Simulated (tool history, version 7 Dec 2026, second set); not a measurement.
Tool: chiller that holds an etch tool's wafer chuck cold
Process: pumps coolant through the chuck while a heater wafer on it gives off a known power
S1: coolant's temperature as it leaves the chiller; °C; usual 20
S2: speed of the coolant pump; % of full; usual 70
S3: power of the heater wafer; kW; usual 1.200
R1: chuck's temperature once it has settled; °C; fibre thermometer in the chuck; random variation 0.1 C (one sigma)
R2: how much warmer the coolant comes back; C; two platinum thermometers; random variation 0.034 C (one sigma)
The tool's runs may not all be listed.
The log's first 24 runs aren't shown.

run,hour,S1,S2,S3,R1,R2
25,1676.3,11,61,1.271,26.4,6.88
# hour 1686.5: chiller's thermometer calibrated, once more
26,1778.1,11,61,1.271,26.7,6.81
27,1838.4,24,74,1.729,42.1,7.66
28,1887.4,15,70,1.483,31.1,6.97
29,1957.4,13,70,0.705,20.7,3.31
30,2026.5,13,88,1.714,28.5,6.46
31,2084.2,20,66,1.495,37.3,7.50
32,2143.2,20,66,1.495,37.1,7.56

Forecast each of these 3 alternatives for the next run:
A,2223.1,16,94,1.460,?,?
B,2223.1,16,78,1.200,?,?
C,2223.1,20,80,1.020,?,?

run,R1,R2
A,28.5,5.09
B,27.9,5.10
C,30.0,4.20
Without the tool's hidden state the same runs would have given:
run,R1,R2
A,27.2,4.97
B,26.7,4.98
C,29.0,4.10
